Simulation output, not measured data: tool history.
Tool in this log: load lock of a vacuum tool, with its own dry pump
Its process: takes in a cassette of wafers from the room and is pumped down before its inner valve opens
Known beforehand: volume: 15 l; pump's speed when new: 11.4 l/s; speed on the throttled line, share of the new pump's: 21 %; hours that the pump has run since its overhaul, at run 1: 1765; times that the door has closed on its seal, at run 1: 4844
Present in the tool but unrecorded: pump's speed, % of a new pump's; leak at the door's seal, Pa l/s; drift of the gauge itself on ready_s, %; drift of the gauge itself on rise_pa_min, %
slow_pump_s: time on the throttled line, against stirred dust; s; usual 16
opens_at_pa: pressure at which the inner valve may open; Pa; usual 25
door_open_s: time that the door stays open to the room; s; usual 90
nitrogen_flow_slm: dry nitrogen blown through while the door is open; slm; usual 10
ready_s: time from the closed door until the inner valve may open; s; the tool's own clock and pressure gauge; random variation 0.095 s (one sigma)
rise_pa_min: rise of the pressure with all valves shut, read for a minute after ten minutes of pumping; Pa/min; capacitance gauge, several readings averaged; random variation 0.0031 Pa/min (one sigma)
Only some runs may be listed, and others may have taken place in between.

| run | day | slow_pump_s | opens_at_pa | door_open_s | nitrogen_flow_slm | hours that the pump has run since its overhaul | times that the door has closed on its seal | incoming humidity of the room's air, % | ready_s | rise_pa_min |
|---|---|---|---|---|---|---|---|---|---|---|
| 1 | 0.000 | 16 | 25 | 90 | 10 | 1765 | 4844 | 41.2 | 23.61 | 0.081 |
| 2 | 3.567 | 16 | 43 | 90 | 10 | 1851 | 5120 | 45.4 | 22.71 | 0.087 |
| 3 | 6.362 | 16 | 43 | 90 | 10 | 1918 | 5337 | 47.7 | 22.99 | 0.088 |
| 4 | 8.392 | 16 | 43 | 90 | 10 | 1966 | 5494 | 42.3 | 23.00 | 0.081 |
| 5 | 11.183 | 16 | 43 | 90 | 10 | 2033 | 5710 | 43.8 | 23.11 | 0.081 |
| 6 | 15.233 | 16 | 43 | 90 | 10 | 2131 | 6023 | 44.8 | 22.92 | 0.086 |
| 7 | 17.583 | 16 | 43 | 90 | 10 | 2187 | 6205 | 44.4 | 22.91 | 0.087 |
| 8 | 21.154 | 16 | 25 | 90 | 10 | 2273 | 6482 | 43.8 | 23.73 | 0.083 |
| 9 | 22.833 | 16 | 36 | 90 | 10 | 2313 | 6612 | 43.9 | 23.22 | 0.086 |
| 10 | 25.233 | 16 | 36 | 90 | 10 | 2371 | 6798 | 47.6 | 23.14 | 0.093 |
| 11 | 27.167 | 16 | 36 | 90 | 10 | 2417 | 6947 | 47.2 | 23.05 | 0.093 |
| 12 | 28.842 | 16 | 25 | 90 | 10 | 2457 | 7077 | 47.8 | 23.47 | 0.087 |
| 13 | 32.717 | 16 | 25 | 90 | 40 | 2550 | 7377 | 47.4 | 23.71 | 0.055 |
| 14 | 34.679 | 16 | 25 | 90 | 40 | 2597 | 7529 | 43.5 | 23.58 | 0.047 |
| 15 | 36.892 | 16 | 25 | 90 | 10 | 2650 | 7700 | 41.5 | 23.64 | 0.076 |
| 16 | 40.925 | 16 | 25 | 90 | 10 | 2747 | 8012 | 44.5 | 23.70 | 0.080 |
| 17 | 43.008 | 16 | 25 | 90 | 10 | 2797 | 8173 | 44.6 | 23.60 | 0.087 |
| 18 | 46.308 | 16 | 25 | 90 | 10 | 2876 | 8429 | 44.7 | 23.33 | 0.089 |
| 19 | 50.354 | 16 | 25 | 90 | 17 | 2973 | 8742 | 43.6 | 23.64 | 0.071 |
| 20 | 52.042 | 24 | 50 | 65 | 20 | 3014 | 8873 | 44.9 | 29.18 | 0.064 |
| 21 | 55.312 | 24 | 50 | 54 | 20 | 3092 | 9126 | 43.1 | 29.27 | 0.050 |
| 22 | 57.362 | 24 | 50 | 54 | 20 | 3142 | 9285 | 47.3 | 28.99 | 0.054 |
| 23 | 60.867 | 32 | 21 | 30 | 20 | 3226 | 9556 | 43.6 | 36.60 | 0.043 |
| 24 | 64.912 | 25 | 21 | 30 | 10 | 3323 | 9869 | 44.7 | 30.81 | 0.058 |
| 25 | 67.462 | 25 | 21 | 30 | 10 | 3384 | 10066 | 46.7 | 31.11 | 0.052 |
| 26 | 69.129 | 22 | 31 | 50 | 9 | 3424 | 10196 | 45.4 | 28.07 | 0.069 |
| 27 | 71.658 | 8 | 21 | 32 | 5 | 3485 | 10391 | 45.9 | 17.67 | 0.066 |
| 28 | 73.729 | 23 | 31 | 204 | 14 | 3534 | 10552 | 42.2 | 29.00 | 0.111 |
| 29 | 77.467 | 23 | 18 | 204 | 14 | 3624 | 10841 | 43.9 | 29.63 | 0.118 |
| 30 | 81.071 | 23 | 18 | 204 | 14 | 3711 | 11120 | 45.9 | 29.77 | 0.119 |
| 31 | 83.267 | 23 | 38 | 204 | 5 | 3763 | 11290 | 44.1 | 28.76 | 0.145 |
| 32 | 86.983 | 16 | 25 | 176 | 20 | 3852 | 11578 | 43.6 | 23.77 | 0.087 |
| 33 | 89.450 | 15 | 25 | 224 | 10 | 3912 | 11768 | 45.5 | 22.83 | 0.134 |
| 34 | 93.088 | 15 | 25 | 224 | 10 | 3999 | 12050 | 41.0 | 22.81 | 0.122 |
| 35 | 95.846 | 16 | 36 | 170 | 10 | 4065 | 12264 | 45.7 | 23.23 | 0.121 |

What if the next run were any one of these 3? Each begins from the tool's condition after run 35:
| A | 99.871 | 16 | 36 | 93 | 23 | 4162 | 12575 | 42.5 | ? | ? |
| B | 99.871 | 16 | 47 | 90 | 10 | 4162 | 12575 | 47.4 | ? | ? |
| C | 99.871 | 24 | 25 | 80 | 6 | 4162 | 12575 | 43.7 | ? | ? |

| run | ready_s | rise_pa_min |
|---|---|---|
| A | 23.07 | 0.056 |
| B | 22.92 | 0.087 |
| C | 29.87 | 0.093 |
Take away the tool's hidden state, keep each run's random variation, and the runs would have read:
| run | ready_s | rise_pa_min |
|---|---|---|
| A | 23.07 | 0.055 |
| B | 22.92 | 0.087 |
| C | 29.87 | 0.092 |

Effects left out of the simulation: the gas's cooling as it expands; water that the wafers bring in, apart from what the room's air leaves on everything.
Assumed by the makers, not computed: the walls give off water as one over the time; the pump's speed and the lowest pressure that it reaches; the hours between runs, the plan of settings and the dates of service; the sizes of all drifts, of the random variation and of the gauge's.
